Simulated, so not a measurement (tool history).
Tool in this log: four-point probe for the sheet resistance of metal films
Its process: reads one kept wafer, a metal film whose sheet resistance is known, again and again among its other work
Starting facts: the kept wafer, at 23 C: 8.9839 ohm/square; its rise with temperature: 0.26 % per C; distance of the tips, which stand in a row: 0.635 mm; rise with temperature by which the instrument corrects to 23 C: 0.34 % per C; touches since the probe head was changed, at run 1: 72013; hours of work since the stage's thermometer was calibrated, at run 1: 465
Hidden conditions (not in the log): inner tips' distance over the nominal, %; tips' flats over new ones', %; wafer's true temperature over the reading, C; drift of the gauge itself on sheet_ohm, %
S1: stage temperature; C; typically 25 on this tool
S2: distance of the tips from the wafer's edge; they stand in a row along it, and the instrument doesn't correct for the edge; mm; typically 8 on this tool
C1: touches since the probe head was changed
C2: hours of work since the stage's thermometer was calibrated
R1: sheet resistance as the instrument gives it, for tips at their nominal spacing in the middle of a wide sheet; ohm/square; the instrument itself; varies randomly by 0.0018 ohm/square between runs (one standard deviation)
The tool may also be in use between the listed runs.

Run 1, hour 0.0: usual settings; C1 72013; C2 465. Result: R1 9.042406 ohm/square.
Run 2, hour 23.5: usual settings; C1 73163; C2 482. Result: R1 9.039376 ohm/square.
Run 3, hour 45.4: usual settings but S1 27 C; C1 74234; C2 497. Result: R1 9.027431 ohm/square.
Run 4, hour 78.4: usual settings but S2 6 mm; C1 75849; C2 520. Result: R1 9.061162 ohm/square.
Run 5, hour 107.8: usual settings but S2 6 mm; C1 77286; C2 541. Result: R1 9.064987 ohm/square.
Run 6, hour 125.5: usual settings but S2 14 mm; C1 78149; C2 553. Result: R1 9.019230 ohm/square.
Run 7, hour 158.8: usual settings; C1 79778; C2 576. Result: R1 9.043603 ohm/square.
Run 8, hour 182.0: usual settings; C1 80914; C2 592. Result: R1 9.041789 ohm/square.
Run 9, hour 212.5: usual settings but S2 23 mm; C1 82404; C2 613. Result: R1 9.018067 ohm/square.
Run 10, hour 246.5: usual settings but S2 23 mm; C1 84070; C2 637. Result: R1 9.018855 ohm/square.
Run 11, hour 274.2: usual settings but S2 39 mm; C1 85421; C2 656. Result: R1 9.012099 ohm/square.
Run 12, hour 301.4: usual settings; C1 86755; C2 675. Result: R1 9.043207 ohm/square.
At hour 305.5: stage's thermometer calibrated.
Run 13, hour 334.9: usual settings; C1 88368; C2 20. Result: R1 9.038800 ohm/square.
Run 14, hour 365.0: usual settings; C1 89839; C2 41. Result: R1 9.041431 ohm/square.
Run 15, hour 392.4: usual settings; C1 91180; C2 61. Result: R1 9.042612 ohm/square.
Run 16, hour 433.3: usual settings; C1 93180; C2 89. Result: R1 9.045212 ohm/square.
Run 17, hour 462.1: usual settings; C1 94587; C2 109. Result: R1 9.044771 ohm/square.
Run 18, hour 497.2: usual settings; C1 96307; C2 134. Result: R1 9.045030 ohm/square.
At hour 504.8: stage's thermometer calibrated, once more.
Run 19, hour 535.6: usual settings; C1 98159; C2 21. Result: R1 9.050444 ohm/square.
Run 20, hour 572.0: usual settings but S1 28 C, S2 66 mm; C1 99940; C2 47. Result: R1 8.999965 ohm/square.
Run 21, hour 592.5: usual settings but S1 21 C, S2 13 mm; C1 100945; C2 61. Result: R1 9.065533 ohm/square.
Run 22, hour 617.1: usual settings but S1 29 C, S2 7 mm; C1 102148; C2 78. Result: R1 9.033538 ohm/square.
Run 23, hour 645.1: usual settings but S1 34 C, S2 3 mm; C1 103518; C2 98. Result: R1 9.163466 ohm/square.
Run 24, hour 686.5: usual settings but S1 34 C, S2 3 mm; C1 105539; C2 127. Result: R1 9.164883 ohm/square.
Run 25, hour 710.5: usual settings but S1 23 C, S2 5 mm; C1 106712; C2 143. Result: R1 9.116476 ohm/square.
Run 26, hour 752.1: usual settings but S1 23 C, S2 5 mm; C1 108750; C2 172. Result: R1 9.118538 ohm/square.
Run 27, hour 777.1: usual settings but S1 18 C; C1 109971; C2 190. Result: R1 9.107724 ohm/square.
Run 28, hour 808.1: usual settings but S1 18 C; C1 111486; C2 211. Result: R1 9.108008 ohm/square.
Run 29, hour 832.5: usual settings but S1 34 C, S2 28 mm; C1 112683; C2 228. Result: R1 8.960537 ohm/square.
Run 30, hour 862.7: usual settings but S2 6 mm; C1 114157; C2 249. Result: R1 9.079732 ohm/square.
Run 31, hour 898.0: usual settings but S2 6 mm; C1 115884; C2 274. Result: R1 9.079839 ohm/square.
Run 32, hour 924.2: usual settings but S1 29 C, S2 61 mm; C1 117165; C2 292. Result: R1 8.994339 ohm/square.
Run 33, hour 965.7: usual settings but S1 29 C, S2 61 mm; C1 119197; C2 321. Result: R1 8.994623 ohm/square.
Run 34, hour 983.8: usual settings but S1 22 C, S2 64 mm; C1 120083; C2 334. Result: R1 9.049102 ohm/square.
Run 35, hour 1017.3: usual settings but S1 24 C, S2 3 mm; C1 121717; C2 357. Result: R1 9.242683 ohm/square.
Run 36, hour 1050.5: usual settings but S1 29 C, S2 52 mm; C1 123342; C2 380. Result: R1 8.992626 ohm/square.
Run 37, hour 1088.1: usual settings but S1 29 C, S2 52 mm; C1 125183; C2 406. Result: R1 8.996781 ohm/square.

Each run again, without the hidden state but with its own random variation kept:
run        R1
  1  9.001240
  2  8.997971
  3  8.985846
  4  9.019025
  5  9.022480
  6  8.976693
  7  9.000558
  8  8.998510
  9  8.974536
 10  8.974997
 11  8.967978
 12  8.998632
 13  8.995513
 14  8.997816
 15  8.998681
 16  9.000830
 17  9.000056
 18  8.999943
 19  8.998902
 20  8.948297
 21  9.013273
 22  8.981189
 23  9.110129
 24  9.111092
 25  9.062642
 26  9.064217
 27  9.053130
 28  9.053085
 29  8.906226
 30  9.024375
 31  9.024124
 32  8.938819
 33  8.938600
 34  8.992533
 35  9.184640
 36  8.935696
 37  8.939381
